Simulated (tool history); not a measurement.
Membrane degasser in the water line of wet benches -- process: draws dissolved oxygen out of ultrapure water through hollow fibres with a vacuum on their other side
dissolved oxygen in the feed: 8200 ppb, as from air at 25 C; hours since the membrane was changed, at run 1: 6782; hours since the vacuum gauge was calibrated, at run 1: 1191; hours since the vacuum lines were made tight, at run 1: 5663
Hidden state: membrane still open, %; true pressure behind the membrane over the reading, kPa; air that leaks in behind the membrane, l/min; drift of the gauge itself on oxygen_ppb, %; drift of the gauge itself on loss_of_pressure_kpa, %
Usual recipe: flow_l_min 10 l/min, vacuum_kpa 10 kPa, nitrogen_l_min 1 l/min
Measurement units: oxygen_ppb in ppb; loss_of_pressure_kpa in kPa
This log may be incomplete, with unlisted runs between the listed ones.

| run | day | flow_l_min | vacuum_kpa | nitrogen_l_min | hours since the membrane was changed | hours since the vacuum gauge was calibrated | hours since the vacuum lines were made tight | oxygen_ppb | loss_of_pressure_kpa |
|---|---|---|---|---|---|---|---|---|---|
| 1 | 0 | 10 | 10 | 1 | 6782 | 1191 | 5663 | 178.6 | 35.89 |
| 2 | 11.679 | 10 | 10 | 1 | 7062 | 1471 | 5943 | 181 | 36.15 |
| 3 | 24.042 | 10 | 9.2 | 1 | 7359 | 1768 | 6240 | 162.3 | 35.91 |
| 4 | 32.346 | 10 | 9.2 | 0.48 | 7558 | 1967 | 6439 | 293.9 | 36.2 |
| 5 | 38.017 | 10 | 9.2 | 1.91 | 7694 | 2103 | 6575 | 96.4 | 36.03 |
| 6 | 44.108 | 10 | 9.2 | 1.91 | 7840 | 2249 | 6721 | 96.1 | 35.9 |
| 7 | 50.383 | 10 | 9.2 | 1.91 | 7991 | 2400 | 6872 | 94.8 | 36.22 |
| 8 | 60.929 | 10 | 9.2 | 1.91 | 8244 | 2653 | 7125 | 94.7 | 36.01 |
|  | 61.679 | vacuum gauge calibrated |
| 9 | 70.329 | 10 | 9.2 | 1.91 | 8469 | 208 | 7350 | 98.1 | 36.29 |
| 10 | 79.117 | 10 | 9.2 | 1.91 | 8680 | 419 | 7561 | 98.2 | 36.11 |
| 11 | 84.633 | 10 | 10 | 1.25 | 8812 | 551 | 7694 | 152.5 | 36.15 |
| 12 | 93.629 | 15 | 10 | 1 | 9028 | 767 | 7909 | 276.7 | 54.62 |
| 13 | 101.046 | 6 | 10 | 1.92 | 9206 | 945 | 8088 | 61.7 | 22.05 |
| 14 | 107.958 | 6 | 10 | 1.92 | 9372 | 1111 | 8253 | 62.6 | 21.58 |
| 15 | 120.383 | 8 | 7.5 | 2.32 | 9670 | 1409 | 8552 | 49.6 | 29.37 |
| 16 | 127.621 | 8 | 7.5 | 2.32 | 9844 | 1583 | 8725 | 49.8 | 29.43 |
|  | 129.825 | vacuum gauge calibrated, once more |
| 17 | 135.862 | 8 | 7.5 | 2.32 | 10041 | 145 | 8923 | 49.2 | 29.16 |
| 18 | 144.908 | 8 | 10 | 1 | 10259 | 362 | 9140 | 144.4 | 29.28 |
| 19 | 157.867 | 6 | 6.2 | 0.5 | 10570 | 673 | 9451 | 95.2 | 21.91 |
| 20 | 169.579 | 7 | 6.2 | 0.8 | 10851 | 954 | 9732 | 75.2 | 25.19 |
| 21 | 182.408 | 7 | 6.2 | 0.8 | 11159 | 1262 | 10040 | 74.1 | 25.68 |
| 22 | 194.454 | 7 | 6.2 | 0.8 | 11448 | 1551 | 10329 | 76.1 | 25.32 |

Hidden condition of the tool, last listed run before each entry between runs versus first listed run after:
Logged between run 8 and run 9: vacuum gauge calibrated (day 61.679)
  membrane still open, %: 96.4 -> 96.3; true pressure behind the membrane over the reading, kPa: 0.05 -> 0.09; air that leaks in behind the membrane, l/min: 0.0215 -> 0.0221
  difference, measured minus the result without the unlogged condition, oxygen_ppb: +7.9 -> +8.8 ppb; loss_of_pressure_kpa: +1.29 -> +1.33 kPa
Logged between run 16 and run 17: vacuum gauge calibrated, once more (day 129.825)
  membrane still open, %: 95.8 -> 95.7; true pressure behind the membrane over the reading, kPa: 0.11 -> 0; air that leaks in behind the membrane, l/min: 0.0257 -> 0.0262
  difference, measured minus the result without the unlogged condition, oxygen_ppb: +6.5 -> +5.7 ppb; loss_of_pressure_kpa: +1.23 -> +1.24 kPa
